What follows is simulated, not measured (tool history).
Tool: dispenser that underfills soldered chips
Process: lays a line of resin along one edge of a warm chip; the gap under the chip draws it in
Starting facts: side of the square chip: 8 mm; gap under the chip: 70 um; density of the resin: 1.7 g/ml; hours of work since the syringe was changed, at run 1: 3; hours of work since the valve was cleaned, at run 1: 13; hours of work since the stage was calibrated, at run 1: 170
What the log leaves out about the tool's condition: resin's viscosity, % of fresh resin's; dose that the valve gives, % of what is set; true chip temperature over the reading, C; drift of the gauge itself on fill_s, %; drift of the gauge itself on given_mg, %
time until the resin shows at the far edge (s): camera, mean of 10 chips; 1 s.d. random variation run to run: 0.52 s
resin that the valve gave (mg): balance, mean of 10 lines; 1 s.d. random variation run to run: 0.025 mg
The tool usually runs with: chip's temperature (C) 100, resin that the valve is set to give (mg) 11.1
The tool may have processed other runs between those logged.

| run | hour | chip's temperature (C) | resin that the valve is set to give (mg) | hours of work since the syringe was changed | hours of work since the valve was cleaned | hours of work since the stage was calibrated | time until the resin shows at the far edge (s) | resin that the valve gave (mg) |
|---|---|---|---|---|---|---|---|---|
| 1 | 0 | 100 | 11.1 | 3 | 13 | 170 | 48 | 11.05 |
| 2 | 3.7 | 100 | 11.1 | 5 | 16 | 172 | 58.2 | 11.03 |
|  | 6.3 | new syringe of resin |
| 3 | 9 | 100 | 11.1 | 2 | 20 | 176 | 46.7 | 11.03 |
| 4 | 12.9 | 100 | 11.1 | 5 | 23 | 179 | 58.1 | 11.01 |
|  | 16 | new syringe of resin |
| 5 | 17.7 | 100 | 11.1 | 1 | 26 | 182 | 44.2 | 11.03 |
| 6 | 20.8 | 100 | 11.1 | 4 | 28 | 185 | 50.1 | 11.02 |
| 7 | 25.3 | 100 | 13.5 | 7 | 32 | 188 | 62.9 | 13.38 |
|  | 25.9 | new syringe of resin |
| 8 | 28.2 | 100 | 11.1 | 2 | 34 | 190 | 46.2 | 10.96 |
| 9 | 32.8 | 100 | 11.1 | 5 | 37 | 194 | 60.3 | 10.93 |
|  | 35.8 | new syringe of resin |
| 10 | 37 | 100 | 10.6 | 1 | 40 | 197 | 44.5 | 10.48 |
| 11 | 40.9 | 100 | 10.6 | 4 | 43 | 199 | 53.6 | 10.47 |
| 12 | 43.3 | 100 | 10.6 | 6 | 45 | 201 | 60.9 | 10.49 |
|  | 45.4 | new syringe of resin |
| 13 | 46.2 | 88 | 9.9 | 1 | 47 | 203 | 62.8 | 9.76 |
| 14 | 50.8 | 87 | 11 | 4 | 50 | 207 | 80.3 | 10.81 |
|  | 55.2 | new syringe of resin |
| 15 | 55.3 | 95 | 14.1 | 0 | 53 | 210 | 45.3 | 13.85 |
| 16 | 60.7 | 95 | 14.1 | 4 | 57 | 214 | 60.7 | 13.81 |
| 17 | 63.4 | 98 | 10 | 6 | 59 | 216 | 66.4 | 9.83 |
|  | 65.1 | new syringe of resin |
| 18 | 67.1 | 112 | 13.5 | 1 | 62 | 218 | 31 | 13.3 |
| 19 | 71.5 | 100 | 14.2 | 5 | 65 | 222 | 55.2 | 13.91 |

Run 20 has not been measured yet. What should we expect?
| 20 | 73.9 | 88 | 11.1 | 7 | 67 | 224 | ? | ? |

time until the resin shows at the far edge (s): 89.5
resin that the valve gave (mg): 10.91
Were there no unlogged condition in the tool, this run, its random variation unchanged, would have produced time until the resin shows at the far edge (s) 59.2, resin that the valve gave (mg) 11.14.

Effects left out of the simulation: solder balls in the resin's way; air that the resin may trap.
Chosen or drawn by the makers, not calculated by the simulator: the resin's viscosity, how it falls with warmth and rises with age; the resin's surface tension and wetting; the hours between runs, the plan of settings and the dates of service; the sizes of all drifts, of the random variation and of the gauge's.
